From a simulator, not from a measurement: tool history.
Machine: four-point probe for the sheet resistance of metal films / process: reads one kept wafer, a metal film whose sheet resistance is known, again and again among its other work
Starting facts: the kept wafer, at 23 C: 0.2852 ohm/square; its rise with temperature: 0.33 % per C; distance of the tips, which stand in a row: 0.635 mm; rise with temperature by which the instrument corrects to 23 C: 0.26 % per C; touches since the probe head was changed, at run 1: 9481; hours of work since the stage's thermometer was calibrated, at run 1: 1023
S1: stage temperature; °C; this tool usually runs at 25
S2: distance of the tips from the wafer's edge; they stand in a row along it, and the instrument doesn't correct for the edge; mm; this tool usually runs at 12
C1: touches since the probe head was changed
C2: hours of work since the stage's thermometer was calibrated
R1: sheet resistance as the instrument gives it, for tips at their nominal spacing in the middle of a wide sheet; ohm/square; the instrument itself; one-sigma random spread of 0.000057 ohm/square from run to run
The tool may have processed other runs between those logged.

run    hour  S1  S2     C1    C2        R1
  1       0  25  12   9481  1023  0.285251
  2    29.8  25  12  10521  1043  0.285054
  3    60.4  25  12  11591  1064  0.285043
  4    76.8  25  12  12164  1075  0.284979
  5   109.5  18  12  13307  1098  0.283367
  6   146.5  25  12  14601  1123  0.285015
  7   183.6  25  12  15897  1149  0.284872
  8   208.8  25   8  16778  1166  0.285393
  9   241.4  25   8  17914  1188  0.285419
 10   263.7  24   8  18694  1203   0.28506
 11     282  25  12  19334  1216  0.284713
 12   311.4  25   6  20360  1236  0.285915
 13   348.4  25   6  21654  1261  0.285807
 14   383.9  25   6  22895  1286  0.285792
 15     404  25   6  23595  1299  0.285769
 16   436.6  25   6  24736  1322  0.285663
 17   457.7  25   6  25471  1336  0.285641
 18   483.3  25   6  26365  1354  0.285591
 19     502  25   6  27018  1366  0.285622
 20   521.1  25   6  27687  1380  0.285533
 21   558.1  25   6  28981  1405  0.285562
 22   594.5  25  13  30254  1430  0.284072
 23   622.3  25  22  31222  1449  0.283833
 24   656.4  23  65  32415  1472  0.283368
 25   681.9  23  60  33306  1490  0.283252
 26   715.3  25  33  34474  1512  0.283703
 27   738.7  29  13  35290  1528  0.284746
 28   768.5  18   3  36332  1549  0.288686
 29   801.2  23   3  37475  1571  0.289757
 30     826  21   6  38339  1588  0.284288
 31   847.7  30  14  39097  1603  0.284818
 32   877.3  32   5  40131  1623  0.287194
 33   898.8  22  54  40884  1638  0.282725
 34   930.6  22  12  41995  1660  0.283162
 35   967.6  34  12  43287  1685  0.285491
 36  1004.4  26   7  44573  1710  0.284599
 37  1041.7  31  23  45875  1736  0.284378
 38  1071.2  18  23  46906  1756  0.281604
 39  1109.2  18  23  48235  1782  0.281661
 40    1142  34  30  49382  1805  0.284861
 41  1176.5  34  30  50586  1828  0.284801
 42    1210  32   6  51757  1851  0.286133
 43  1232.2  25   4  52530  1866  0.286664
 44  1270.2  25   4  53859  1892  0.286445

5 ways to go on from here, each from the tool as it stands after run 44. What would each give?
  A  1290.8  20  12  54579  1906   ?
  B  1290.8  25   6  54579  1906   ?
  C  1290.8  25  72  54579  1906   ?
  D  1290.8  25   6  54579  1906   ?
  E  1290.8  18  61  54579  1906   ?

run        R1
  A  0.282086
  B  0.284415
  C   0.28273
  D  0.284431
  E  0.281396
With no hidden state in the tool, these same runs would have given:
run        R1
  A  0.284971
  B  0.287316
  C  0.285615
  D  0.287333
  E  0.284277
